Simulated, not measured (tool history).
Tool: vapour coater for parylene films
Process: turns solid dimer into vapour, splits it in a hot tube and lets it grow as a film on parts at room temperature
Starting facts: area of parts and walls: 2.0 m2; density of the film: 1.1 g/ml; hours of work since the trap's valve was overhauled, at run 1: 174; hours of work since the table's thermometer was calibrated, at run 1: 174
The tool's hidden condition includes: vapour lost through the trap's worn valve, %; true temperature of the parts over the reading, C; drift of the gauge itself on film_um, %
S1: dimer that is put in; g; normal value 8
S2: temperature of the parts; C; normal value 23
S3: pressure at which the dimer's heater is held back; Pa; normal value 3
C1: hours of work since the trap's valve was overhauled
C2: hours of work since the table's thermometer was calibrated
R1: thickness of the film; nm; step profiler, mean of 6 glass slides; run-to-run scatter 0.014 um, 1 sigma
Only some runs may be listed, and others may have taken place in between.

Run 1, day 0: usual settings; C1 174; C2 174. Result: R1 2180 nm.
Run 2, day 1.967: usual settings; C1 194; C2 194. Result: R1 2150 nm.
Run 3, day 3.371: usual settings but S2 18 C; C1 208; C2 208. Result: R1 2360 nm.
Run 4, day 4.421: usual settings; C1 218; C2 218. Result: R1 2170 nm.
Run 5, day 6: usual settings; C1 234; C2 234. Result: R1 2160 nm.
At day 6.358: trap's valve overhauled.
Run 6, day 8.288: usual settings; C1 19; C2 255. Result: R1 2200 nm.
Run 7, day 10.554: usual settings but S1 4 g; C1 42; C2 278. Result: R1 1080 nm.
Run 8, day 11.604: usual settings but S1 4 g; C1 52; C2 288. Result: R1 1070 nm.
Run 9, day 13.688: usual settings but S1 4 g; C1 73; C2 309. Result: R1 1080 nm.
Run 10, day 15.121: usual settings but S1 3 g; C1 87; C2 323. Result: R1 810 nm.
Run 11, day 16.567: usual settings but S2 20 C; C1 102; C2 338. Result: R1 2270 nm.
Run 12, day 17.917: usual settings but S2 20 C; C1 115; C2 351. Result: R1 2260 nm.
Run 13, day 20.108: usual settings but S2 20 C; C1 137; C2 373. Result: R1 2270 nm.
Run 14, day 22.192: usual settings but S3 5.91 Pa; C1 158; C2 394. Result: R1 1940 nm.
Run 15, day 23.554: usual settings; C1 171; C2 407. Result: R1 2180 nm.
Run 16, day 25.046: usual settings but S2 16 C; C1 186; C2 422. Result: R1 2450 nm.
Run 17, day 27.392: usual settings; C1 209; C2 445. Result: R1 2170 nm.
Run 18, day 29.704: usual settings; C1 232; C2 468. Result: R1 2170 nm.
At day 30.283: trap's valve overhauled.
Run 19, day 31.196: usual settings; C1 9; C2 482. Result: R1 2150 nm.
Run 20, day 33.062: usual settings; C1 28; C2 500. Result: R1 2190 nm.
Run 21, day 34.125: usual settings; C1 38; C2 511. Result: R1 2170 nm.
Run 22, day 36.346: usual settings; C1 60; C2 533. Result: R1 2150 nm.
Run 23, day 38.092: usual settings; C1 78; C2 550. Result: R1 2160 nm.
Run 24, day 39.146: usual settings; C1 88; C2 561. Result: R1 2150 nm.
Run 25, day 41.242: usual settings but S1 4 g, S3 3.12 Pa; C1 109; C2 582. Result: R1 1060 nm.
Run 26, day 43.192: usual settings but S1 4 g, S2 20 C, S3 3.3 Pa; C1 129; C2 601. Result: R1 1130 nm.
Run 27, day 44.962: usual settings but S1 3 g, S2 34 C, S3 10.59 Pa; C1 146; C2 619. Result: R1 540 nm.
Run 28, day 47.329: usual settings but S1 3 g, S2 34 C, S3 10.59 Pa; C1 170; C2 642. Result: R1 540 nm.
Run 29, day 49.817: usual settings but S1 3 g, S2 34 C, S3 10.59 Pa; C1 195; C2 667. Result: R1 570 nm.
Run 30, day 51.942: usual settings but S2 28 C; C1 216; C2 688. Result: R1 1980 nm.
At day 54.158: trap's valve overhauled.
Run 31, day 54.512: usual settings but S2 28 C; C1 4; C2 712. Result: R1 1980 nm.
Run 32, day 56.154: usual settings but S2 28 C; C1 20; C2 729. Result: R1 1970 nm.
Run 33, day 57.183: usual settings but S1 10 g, S2 21 C, S3 2.3 Pa; C1 30; C2 739. Result: R1 2920 nm.
Run 34, day 59.571: usual settings but S1 6 g, S2 26 C, S3 2.41 Pa; C1 54; C2 763. Result: R1 1600 nm.
Run 35, day 60.762: usual settings but S1 6 g, S2 26 C, S3 2.41 Pa; C1 66; C2 774. Result: R1 1600 nm.
Run 36, day 62.5: usual settings but S1 4 g, S2 29 C; C1 83; C2 792. Result: R1 980 nm.
Run 37, day 64.317: usual settings but S2 29 C, S3 11.14 Pa; C1 101; C2 810. Result: R1 1570 nm.
Run 38, day 65.562: usual settings but S1 10 g, S2 29 C, S3 2.6 Pa; C1 114; C2 822. Result: R1 2500 nm.
Run 39, day 67.208: usual settings but S2 21 C, S3 4.12 Pa; C1 130; C2 839. Result: R1 2120 nm.
Run 40, day 68.971: usual settings but S3 9.67 Pa; C1 147; C2 856. Result: R1 1780 nm.
Run 41, day 71.233: usual settings but S1 10 g, S2 22 C, S3 2.61 Pa; C1 170; C2 879. Result: R1 2810 nm.
Run 42, day 72.871: usual settings but S1 9 g, S2 29 C, S3 4.74 Pa; C1 186; C2 895. Result: R1 2040 nm.
Run 43, day 74.904: usual settings but S1 9 g, S2 29 C, S3 2.6 Pa; C1 207; C2 915. Result: R1 2270 nm.
Run 44, day 76.312: usual settings but S1 13 g, S2 18 C, S3 3.18 Pa; C1 221; C2 929. Result: R1 3790 nm.
At day 78.05: trap's valve overhauled.
Run 45, day 78.121: usual settings but S1 13 g, S2 18 C, S3 3.34 Pa; C1 1; C2 946. Result: R1 3810 nm.
Run 46, day 79.838: usual settings but S1 13 g, S2 18 C, S3 3.34 Pa; C1 18; C2 963. Result: R1 3730 nm.
Run 47, day 81.558: usual settings but S2 32 C; C1 35; C2 980. Result: R1 1860 nm.
Run 48, day 82.562: usual settings but S1 9 g, S2 33 C, S3 5.87 Pa; C1 45; C2 990. Result: R1 1830 nm.

3 ways to go on from here, each from the tool as it stands after run 48. What would each give?
Run A, day 84.85: usual settings but S1 9 g, S2 25 C, S3 3.73 Pa; C1 68; C2 1013. Result: R1 ?.
Run B, day 84.85: usual settings but S1 13 g, S2 34 C, S3 10.86 Pa; C1 68; C2 1013. Result: R1 ?.
Run C, day 84.85: usual settings but S2 33 C, S3 5.87 Pa; C1 68; C2 1013. Result: R1 ?.

run    R1
  A  2240
  B  2370
  C  1630
With no hidden state in the tool, these same runs would have given:
run    R1
  A  2250
  B  2380
  C  1630

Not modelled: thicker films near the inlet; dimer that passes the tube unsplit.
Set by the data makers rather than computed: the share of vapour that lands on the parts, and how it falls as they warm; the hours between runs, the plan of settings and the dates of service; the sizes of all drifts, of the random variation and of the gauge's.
